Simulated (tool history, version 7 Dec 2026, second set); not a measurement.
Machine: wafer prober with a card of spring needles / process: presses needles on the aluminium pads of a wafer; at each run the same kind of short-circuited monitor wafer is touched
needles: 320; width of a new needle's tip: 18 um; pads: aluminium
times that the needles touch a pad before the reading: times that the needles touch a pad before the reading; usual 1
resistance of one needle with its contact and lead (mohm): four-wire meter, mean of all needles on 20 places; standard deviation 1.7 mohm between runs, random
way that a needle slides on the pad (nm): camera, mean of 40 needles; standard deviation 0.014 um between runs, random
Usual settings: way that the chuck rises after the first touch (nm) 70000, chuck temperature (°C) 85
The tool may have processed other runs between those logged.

run   hour  way that the chuck rises after the first touch (nm)  chuck temperature (°C)  times that the needles touch a pad before the reading  resistance of one needle with its contact and lead (mohm)  way that a needle slides on the pad (nm)
  1      0                                                70000                      85                                                      1                                                        205                                     13770
        21  -- tips cleaned on abrasive film
  2   33.2                                                70000                      85                                                      1                                                        204                                     13790
      41.8  -- tips cleaned on abrasive film
      61.2  -- tips cleaned on abrasive film
  3   61.2                                                70000                      85                                                      1                                                        201                                     13780
      73.6  -- height of the first contact set anew
      83.7  -- tips cleaned on abrasive film
  4   94.9                                                70000                      85                                                      1                                                        203                                     13790
     105.1  -- tips cleaned on abrasive film
  5  120.6                                                70000                      85                                                      1                                                        202                                     13780
     127.7  -- tips cleaned on abrasive film
     147.7  -- tips cleaned on abrasive film
  6  151.2                                                70000                      85                                                      1                                                        203                                     13790
     166.7  -- tips cleaned on abrasive film
     186.5  -- tips cleaned on abrasive film
  7    197                                                70000                      85                                                      1                                                        204                                     13790
     206.9  -- tips cleaned on abrasive film
  8  216.8                                                70000                      85                                                      1                                                        201                                     13800
       226  -- tips cleaned on abrasive film
  9    239                                                70000                      85                                                      1                                                        201                                     13760
     246.4  -- tips cleaned on abrasive film
     268.1  -- tips cleaned on abrasive film
 10  274.5                                                70000                      85                                                      1                                                        201                                     13760
     287.5  -- tips cleaned on abrasive film
 11    296                                                51000                      85                                                      1                                                        208                                     10030
     307.8  -- tips cleaned on abrasive film
     329.7  -- tips cleaned on abrasive film
 12  329.7                                                51000                      85                                                      1                                                        210                                     10030
     350.1  -- tips cleaned on abrasive film
     370.6  -- tips cleaned on abrasive film
 13  370.6                                                51000                      85                                                      1                                                        208                                     10020
     390.1  -- tips cleaned on abrasive film
     409.4  -- tips cleaned on abrasive film
 14  413.2                                                63000                      85                                                      1                                                        207                                     12380
     426.8  -- height of the first contact set anew
     430.4  -- tips cleaned on abrasive film
 15  448.1                                                68000                      91                                                      1                                                        205                                     13370
     450.9  -- tips cleaned on abrasive film
     470.5  -- tips cleaned on abrasive film
 16    484                                                68000                      91                                                      1                                                        204                                     13390
     489.8  -- tips cleaned on abrasive film
 17  504.3                                                70000                      92                                                      2                                                        208                                     13770
     512.9  -- tips cleaned on abrasive film
 18  529.7                                                70000                      92                                                      2                                                        206                                     13760
     532.1  -- tips cleaned on abrasive film
       552  -- tips cleaned on abrasive film
 19  569.1                                                70000                      92                                                      2                                                        207                                     13780
     571.5  -- tips cleaned on abrasive film
     591.3  -- tips cleaned on abrasive film
 20  609.5                                                53000                      97                                                      1                                                        215                                     10410
     611.8  -- tips cleaned on abrasive film
     632.9  -- tips cleaned on abrasive film
 21  643.3                                                62000                      60                                                      2                                                        202                                     12180

Each row is a separate what-if for the run after 21, all from the same tool condition, not one after another. Results?
     652.8  -- tips cleaned on abrasive film
  A  665.2                                                72000                     112                                                      1                                                          ?                                         ?
     652.8  -- tips cleaned on abrasive film
  B  665.2                                                76000                      89                                                      2                                                          ?                                         ?
     652.8  -- tips cleaned on abrasive film
  C  665.2                                                62000                     101                                                      2                                                          ?                                         ?
     652.8  -- tips cleaned on abrasive film
  D  665.2                                                62000                      37                                                      2                                                          ?                                         ?
     652.8  -- tips cleaned on abrasive film
  E  665.2                                                70000                      85                                                      2                                                          ?                                         ?

run  resistance of one needle with its contact and lead (mohm)  way that a needle slides on the pad (nm)
  A                                                        210                                     14150
  B                                                        204                                     14940
  C                                                        212                                     12200
  D                                                        193                                     12190
  E                                                        200                                     13770
Stripped of hidden state, with their random variation kept, the same runs would have yielded:
run  resistance of one needle with its contact and lead (mohm)  way that a needle slides on the pad (nm)
  A                                                        210                                     14160
  B                                                        203                                     14950
  C                                                        212                                     12210
  D                                                        193                                     12190
  E                                                        200                                     13780
